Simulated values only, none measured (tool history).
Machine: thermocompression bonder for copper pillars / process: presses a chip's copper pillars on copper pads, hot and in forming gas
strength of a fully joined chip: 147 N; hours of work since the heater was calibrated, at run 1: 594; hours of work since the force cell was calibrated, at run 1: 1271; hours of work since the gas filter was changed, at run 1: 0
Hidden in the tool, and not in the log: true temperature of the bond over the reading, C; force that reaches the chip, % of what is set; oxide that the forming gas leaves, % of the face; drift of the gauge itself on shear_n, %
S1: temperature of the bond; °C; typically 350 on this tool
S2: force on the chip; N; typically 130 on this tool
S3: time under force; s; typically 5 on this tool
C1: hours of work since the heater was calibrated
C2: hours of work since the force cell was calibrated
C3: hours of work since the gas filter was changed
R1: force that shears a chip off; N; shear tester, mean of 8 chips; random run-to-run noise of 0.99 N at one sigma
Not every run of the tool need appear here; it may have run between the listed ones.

{"run": 1, "hour": 0.0, "S1": 350, "S2": 130, "S3": 5, "C1": 594, "C2": 1271, "C3": 0, "R1": 89.4}
{"run": 2, "hour": 36.8, "S1": 350, "S2": 130, "S3": 5, "C1": 619, "C2": 1297, "C3": 25, "R1": 88.2}
{"run": 3, "hour": 84.9, "S1": 350, "S2": 130, "S3": 5, "C1": 652, "C2": 1329, "C3": 58, "R1": 87.4}
{"run": 4, "hour": 131.3, "S1": 350, "S2": 130, "S3": 8, "C1": 683, "C2": 1361, "C3": 90, "R1": 98.0}
{"run": 5, "hour": 172.0, "S1": 350, "S2": 130, "S3": 8, "C1": 711, "C2": 1389, "C3": 117, "R1": 98.0}
{"run": 6, "hour": 202.6, "S1": 350, "S2": 130, "S3": 8, "C1": 732, "C2": 1410, "C3": 138, "R1": 96.9}
{"run": 7, "hour": 254.0, "S1": 350, "S2": 91, "S3": 5, "C1": 767, "C2": 1445, "C3": 174, "R1": 74.3}

What does the tool deliver on the next run?
{"run": 8, "hour": 283.6, "S1": 350, "S2": 91, "S3": 7, "C1": 788, "C2": 1465, "C3": 194, "R1": "?"}

{"run 8": {"R1": 82.4}}
Minus the tool's unlogged condition, the same run would have read R1 85.2 N.
